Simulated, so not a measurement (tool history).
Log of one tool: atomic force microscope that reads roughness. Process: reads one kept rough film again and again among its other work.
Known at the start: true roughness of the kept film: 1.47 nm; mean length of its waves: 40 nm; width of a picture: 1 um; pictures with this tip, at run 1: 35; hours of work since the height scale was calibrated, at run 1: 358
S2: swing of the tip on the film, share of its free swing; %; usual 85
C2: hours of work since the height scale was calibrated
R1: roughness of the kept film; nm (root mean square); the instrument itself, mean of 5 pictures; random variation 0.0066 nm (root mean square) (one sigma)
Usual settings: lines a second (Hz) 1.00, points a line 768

Run 1, hour 0.0: usual settings; pictures with this tip 35; C2 358. Result: R1 1.303 nm (root mean square).
At hour 13.0: new tip fitted.
At hour 42.1: new tip fitted.
At hour 73.4: new tip fitted.
Run 2, hour 75.8: usual settings but S2 61 %; pictures with this tip 6; C2 414. Result: R1 1.363 nm (root mean square).
At hour 101.3: new tip fitted.
Run 3, hour 118.8: usual settings but lines a second (Hz) 1.56; pictures with this tip 42; C2 447. Result: R1 1.246 nm (root mean square).
At hour 129.8: new tip fitted.
At hour 158.5: new tip fitted.
At hour 186.7: new tip fitted.
Run 4, hour 186.7: usual settings but lines a second (Hz) 1.56; pictures with this tip 0; C2 497. Result: R1 1.242 nm (root mean square).
At hour 213.4: new tip fitted.
At hour 242.6: new tip fitted.
Run 5, hour 262.4: usual settings but lines a second (Hz) 1.56; pictures with this tip 47; C2 554. Result: R1 1.241 nm (root mean square).
At hour 273.5: new tip fitted.
At hour 305.3: new tip fitted.
Run 6, hour 305.4: usual settings but lines a second (Hz) 1.56; pictures with this tip 0; C2 586. Result: R1 1.237 nm (root mean square).
At hour 334.7: new tip fitted.
Run 7, hour 341.9: usual settings but points a line 893; pictures with this tip 17; C2 613. Result: R1 1.304 nm (root mean square).
At hour 362.2: new tip fitted.
At hour 391.9: new tip fitted.
Run 8, hour 408.1: usual settings but points a line 893; pictures with this tip 39; C2 663. Result: R1 1.307 nm (root mean square).
At hour 418.2: new tip fitted.
At hour 447.1: new tip fitted.
Run 9, hour 472.3: usual settings but points a line 279; pictures with this tip 61; C2 711. Result: R1 1.293 nm (root mean square).
At hour 476.6: new tip fitted.
At hour 507.5: new tip fitted.
Run 10, hour 531.1: usual settings but points a line 809; pictures with this tip 57; C2 755. Result: R1 1.300 nm (root mean square).
At hour 537.5: new tip fitted.
At hour 565.6: new tip fitted.
Run 11, hour 588.7: usual settings; pictures with this tip 55; C2 798. Result: R1 1.300 nm (root mean square).
At hour 593.4: new tip fitted.
At hour 624.3: new tip fitted.
Run 12, hour 650.0: usual settings but points a line 383; pictures with this tip 61; C2 844. Result: R1 1.293 nm (root mean square).
At hour 654.2: new tip fitted.
At hour 680.8: new tip fitted.
At hour 707.9: new tip fitted.
Run 13, hour 713.9: usual settings but S2 82 %; pictures with this tip 15; C2 892. Result: R1 1.315 nm (root mean square).
At hour 737.1: new tip fitted.
At hour 763.4: new tip fitted.
Run 14, hour 763.4: usual settings but S2 82 %; pictures with this tip 0; C2 929. Result: R1 1.323 nm (root mean square).
At hour 791.1: new tip fitted.
Run 15, hour 816.0: usual settings but lines a second (Hz) 0.96, S2 82 %; pictures with this tip 60; C2 968. Result: R1 1.326 nm (root mean square).
At hour 821.0: new tip fitted.
At hour 852.0: new tip fitted.
Run 16, hour 854.6: usual settings but lines a second (Hz) 0.96, S2 82 %; pictures with this tip 7; C2 997. Result: R1 1.309 nm (root mean square).
At hour 878.0: new tip fitted.
At hour 907.8: new tip fitted.
Run 17, hour 919.5: usual settings but lines a second (Hz) 2.75, S2 82 %; pictures with this tip 28; C2 1045. Result: R1 1.167 nm (root mean square).
At hour 935.1: new tip fitted.
At hour 967.0: new tip fitted.
Run 18, hour 981.3: usual settings but lines a second (Hz) 2.75, S2 82 %; pictures with this tip 34; C2 1092. Result: R1 1.176 nm (root mean square).
At hour 994.8: new tip fitted.
At hour 1021.4: new tip fitted.
Run 19, hour 1029.3: usual settings but lines a second (Hz) 2.75, S2 82 %; pictures with this tip 20; C2 1128. Result: R1 1.167 nm (root mean square).
At hour 1049.7: new tip fitted.
At hour 1077.0: new tip fitted.
Run 20, hour 1083.2: usual settings but lines a second (Hz) 2.75, S2 82 %; pictures with this tip 15; C2 1168. Result: R1 1.165 nm (root mean square).
At hour 1103.4: new tip fitted.
At hour 1131.5: new tip fitted.
Run 21, hour 1147.9: usual settings but lines a second (Hz) 2.75, S2 82 %; pictures with this tip 39; C2 1216. Result: R1 1.170 nm (root mean square).
At hour 1161.0: new tip fitted.
At hour 1188.0: new tip fitted.
Run 22, hour 1188.0: usual settings but lines a second (Hz) 1.48, S2 58 %, points a line 738; pictures with this tip 0; C2 1246. Result: R1 1.380 nm (root mean square).
At hour 1217.6: new tip fitted.
At hour 1250.4: new tip fitted.
Run 23, hour 1252.1: usual settings but lines a second (Hz) 1.48, S2 58 %, points a line 738; pictures with this tip 5; C2 1294. Result: R1 1.370 nm (root mean square).
At hour 1281.7: new tip fitted.
At hour 1310.6: new tip fitted.
Run 24, hour 1312.2: usual settings but lines a second (Hz) 3.17, S2 61 %; pictures with this tip 4; C2 1339. Result: R1 1.329 nm (root mean square).
At hour 1341.3: new tip fitted.
Run 25, hour 1362.2: usual settings but points a line 643; pictures with this tip 50; C2 1377. Result: R1 1.299 nm (root mean square).
At hour 1369.3: new tip fitted.
At hour 1397.2: new tip fitted.
Run 26, hour 1412.1: usual settings but lines a second (Hz) 2.40, S2 70 %, points a line 643; pictures with this tip 36; C2 1414. Result: R1 1.279 nm (root mean square).
At hour 1423.4: new tip fitted.
At hour 1442.1: height scale calibrated on a step standard.
At hour 1453.1: new tip fitted.
At hour 1482.0: new tip fitted.
Run 27, hour 1486.8: usual settings but lines a second (Hz) 1.21, points a line 987; pictures with this tip 12; C2 33. Result: R1 1.277 nm (root mean square).
At hour 1508.9: new tip fitted.
At hour 1536.7: new tip fitted.
Run 28, hour 1549.3: usual settings but lines a second (Hz) 2.88, points a line 668; pictures with this tip 30; C2 80. Result: R1 1.118 nm (root mean square).
At hour 1563.2: new tip fitted.
At hour 1589.9: new tip fitted.
At hour 1620.6: new tip fitted.
Run 29, hour 1622.9: usual settings but lines a second (Hz) 2.88, points a line 668; pictures with this tip 6; C2 135. Result: R1 1.126 nm (root mean square).
At hour 1647.8: new tip fitted.
At hour 1677.2: new tip fitted.
Run 30, hour 1680.3: usual settings but lines a second (Hz) 2.88, points a line 668; pictures with this tip 8; C2 178. Result: R1 1.124 nm (root mean square).
At hour 1707.5: new tip fitted.
At hour 1734.5: new tip fitted.
Run 31, hour 1745.4: usual settings but S2 72 %, points a line 551; pictures with this tip 26; C2 227. Result: R1 1.342 nm (root mean square).
At hour 1765.2: new tip fitted.
At hour 1795.1: new tip fitted.
Run 32, hour 1812.6: usual settings but lines a second (Hz) 2.18, S2 62 %, points a line 650; pictures with this tip 43; C2 277. Result: R1 1.339 nm (root mean square).

Forecast run 33:
At hour 1823.5: new tip fitted.
At hour 1850.7: new tip fitted.
At hour 1878.8: new tip fitted.
Run 33, hour 1884.1: usual settings but lines a second (Hz) 3.15, points a line 774; pictures with this tip 12; C2 330. Result: R1 ?.

R1: 1.105 nm (root mean square)
Without the tool's hidden state the same run would have given R1 1.106 nm (root mean square).
